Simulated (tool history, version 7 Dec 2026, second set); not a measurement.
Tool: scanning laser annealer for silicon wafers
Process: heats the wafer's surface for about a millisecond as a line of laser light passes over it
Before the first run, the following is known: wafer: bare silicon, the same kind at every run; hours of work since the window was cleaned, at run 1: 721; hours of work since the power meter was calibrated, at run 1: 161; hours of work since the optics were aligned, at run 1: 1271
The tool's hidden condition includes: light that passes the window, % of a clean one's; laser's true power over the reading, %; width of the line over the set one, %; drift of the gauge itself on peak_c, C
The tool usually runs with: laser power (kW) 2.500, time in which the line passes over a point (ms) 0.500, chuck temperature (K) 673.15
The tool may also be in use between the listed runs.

| run | hour | laser power (kW) | time in which the line passes over a point (ms) | chuck temperature (K) | hours of work since the window was cleaned | hours of work since the power meter was calibrated | hours of work since the optics were aligned | highest temperature of the surface (K) |
|---|---|---|---|---|---|---|---|---|
| 1 | 0.0 | 2.500 | 0.500 | 673.15 | 721 | 161 | 1271 | 1457.15 |
| 2 | 10.3 | 2.500 | 0.500 | 636.15 | 727 | 168 | 1277 | 1418.15 |
| 3 | 16.4 | 2.500 | 0.500 | 673.15 | 731 | 172 | 1281 | 1453.15 |
| 4 | 22.9 | 2.500 | 0.500 | 673.15 | 736 | 176 | 1286 | 1455.15 |
| 5 | 31.2 | 2.500 | 0.500 | 673.15 | 741 | 182 | 1291 | 1453.15 |
| 6 | 41.2 | 2.500 | 0.500 | 673.15 | 748 | 188 | 1298 | 1455.15 |
|  | 44.8 | laser's power meter calibrated |
| 7 | 49.2 | 2.500 | 0.490 | 673.15 | 751 | 3 | 1301 | 1442.15 |
| 8 | 60.0 | 2.500 | 0.490 | 673.15 | 758 | 10 | 1308 | 1444.15 |
| 9 | 68.9 | 2.302 | 0.500 | 673.15 | 764 | 16 | 1314 | 1373.15 |
| 10 | 75.6 | 2.302 | 0.500 | 673.15 | 768 | 20 | 1318 | 1373.15 |
| 11 | 83.1 | 2.500 | 0.401 | 704.15 | 773 | 25 | 1323 | 1385.15 |
| 12 | 93.3 | 2.482 | 0.500 | 673.15 | 780 | 32 | 1330 | 1446.15 |
| 13 | 104.3 | 2.582 | 0.561 | 673.15 | 787 | 39 | 1337 | 1545.15 |
|  | 110.4 | laser's power meter calibrated, once more |
| 14 | 113.8 | 2.500 | 0.500 | 671.15 | 792 | 2 | 1342 | 1448.15 |

What will run 15 give?
| 15 | 120.3 | 2.500 | 0.500 | 671.15 | 796 | 7 | 1346 | ? |

Run 15 measured highest temperature of the surface (K) 1453.15.
With no hidden state in the tool, this same run would have given highest temperature of the surface (K) 1486.15.
